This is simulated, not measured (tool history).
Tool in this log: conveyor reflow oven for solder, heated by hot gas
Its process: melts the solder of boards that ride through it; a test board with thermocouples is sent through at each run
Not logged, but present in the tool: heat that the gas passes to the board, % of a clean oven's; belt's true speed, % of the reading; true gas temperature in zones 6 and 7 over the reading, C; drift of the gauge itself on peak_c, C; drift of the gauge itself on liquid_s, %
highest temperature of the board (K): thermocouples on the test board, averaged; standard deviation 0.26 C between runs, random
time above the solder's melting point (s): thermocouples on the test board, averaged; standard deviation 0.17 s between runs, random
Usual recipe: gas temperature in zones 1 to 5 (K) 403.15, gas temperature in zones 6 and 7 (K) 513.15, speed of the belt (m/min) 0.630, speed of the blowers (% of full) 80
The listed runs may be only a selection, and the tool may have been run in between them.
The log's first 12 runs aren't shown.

run,hour,gas temperature in zones 1 to 5 (K),gas temperature in zones 6 and 7 (K),speed of the belt (m/min),speed of the blowers (% of full),hours of work since the flux was cleaned out,hours of work since the belt drive was overhauled,hours of work since the thermocouples were changed,highest temperature of the board (K),time above the solder's melting point (s)
13,323.4,403.15,513.15,0.630,80,120,888,486,498.85,61.2
14,343.8,403.15,513.15,0.630,80,130,897,496,499.05,61.0
15,375.6,397.15,513.15,0.630,80,145,913,511,497.55,59.2
16,394.0,416.15,526.15,0.586,59,154,921,520,509.45,76.8
17,416.4,391.15,507.15,0.586,75,165,932,530,492.05,57.8
18,441.9,397.15,513.15,0.630,80,177,944,543,497.25,58.4
19,461.4,397.15,513.15,0.630,80,186,954,552,497.35,58.8
# hour 482.9: flux residue cleaned out of gas plates and filters
20,483.5,397.15,513.15,0.630,80,0,962,560,499.25,60.2
21,519.2,416.15,524.15,0.630,80,17,979,577,511.75,72.0
22,547.8,416.15,524.15,0.630,80,31,993,591,511.45,71.8
23,568.5,402.15,513.15,0.748,83,41,1003,601,494.65,48.4
24,601.7,399.15,513.15,0.630,84,57,1019,617,499.75,61.1
25,619.5,398.15,513.15,0.672,50,65,1027,625,487.25,46.5
26,639.7,392.15,514.15,0.537,53,75,1037,635,497.15,67.3
27,670.4,392.15,520.15,0.537,53,90,1051,650,502.55,71.1
28,709.3,402.15,502.15,0.707,53,109,1070,668,478.05,36.4
29,743.3,404.15,522.15,0.731,68,125,1086,685,498.65,52.0
30,771.9,404.15,525.15,0.685,68,139,1100,698,503.35,59.1

Branching from run 30: 3 alternative next runs. What would each branch give?
A,808.5,404.15,525.15,0.685,57,156,1118,716,?,?
B,808.5,403.15,513.15,0.536,52,156,1118,716,?,?
C,808.5,401.15,513.15,0.526,77,156,1118,716,?,?

run,highest temperature of the board (K),time above the solder's melting point (s)
A,499.85,56.7
B,497.25,71.0
C,503.45,76.8
With no hidden state in the tool, these same runs would have given:
run,highest temperature of the board (K),time above the solder's melting point (s)
A,500.15,56.1
B,497.05,70.0
C,503.35,76.0
